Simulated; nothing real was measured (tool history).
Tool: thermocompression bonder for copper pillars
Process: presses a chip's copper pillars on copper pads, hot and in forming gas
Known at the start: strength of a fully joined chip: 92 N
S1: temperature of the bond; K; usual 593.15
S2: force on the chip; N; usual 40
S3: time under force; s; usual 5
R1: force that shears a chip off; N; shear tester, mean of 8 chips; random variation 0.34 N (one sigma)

run,hour,S1,S2,S3,R1
1,0,593.15,40,5,66.4
2,10,593.15,24,5,42.4
3,23.7,593.15,40,5,65.6
4,36.3,593.15,40,5,65.9
5,43.8,593.15,40,5,65.5
6,54.4,593.15,33,5,57.7
7,62.5,593.15,33,5,57.2
8,72.6,565.15,40,5,51.2
9,81.8,565.15,40,5,51.4
# hour 87.8: forming gas filter changed
10,89.8,565.15,40,5,52.5
11,101,565.15,40,5,52.6
12,109.5,565.15,40,5,52.4
13,119.9,565.15,40,5,52.3
14,131.9,584.15,40,5,62.9
15,138.8,584.15,40,5,62.5
16,150,593.15,40,5,67.5
17,158.1,593.15,40,5,67.2
18,166,593.15,40,5,68.3
19,177.5,593.15,40,5,67.9
20,183.6,593.15,40,5,68
21,195.5,593.15,40,5,67.5
22,204.5,593.15,40,5,67.3
23,213.8,621.15,27,5,63.2
24,222.9,621.15,27,5,63.2
25,232,587.15,40,10,75.5
26,242.7,572.15,40,5,57.2
27,249.8,595.15,40,5,68.7
28,260.1,595.15,40,5,69.2
29,267,573.15,37,3,45.8
30,275.4,565.15,26,10,44.6
31,282.3,570.15,26,10,47.2
32,294,578.15,53,5,72.3
33,303.1,594.15,47,12,84.7
34,315.5,597.15,57,8,87.3
35,327.5,593.15,44,5,71.7
36,338.8,593.15,45,5,72.8
37,351.4,590.15,36,5,61.8
38,363.9,590.15,36,5,61.2
# hour 376: heater calibrated with a thermocouple chip
39,377.6,604.15,30,9,65.6

4 ways to go on from here, each from the tool as it stands after run 39. What would each give?
A,388.4,604.15,31,9,?
B,388.4,593.15,40,5,?
C,388.4,579.15,30,9,?
D,388.4,600.15,40,9,?

run,R1
A,67.1
B,64.2
C,52.3
D,75.8
Without the tool's hidden state the same runs would have given:
run,R1
A,69.1
B,66.2
C,54.2
D,77.8

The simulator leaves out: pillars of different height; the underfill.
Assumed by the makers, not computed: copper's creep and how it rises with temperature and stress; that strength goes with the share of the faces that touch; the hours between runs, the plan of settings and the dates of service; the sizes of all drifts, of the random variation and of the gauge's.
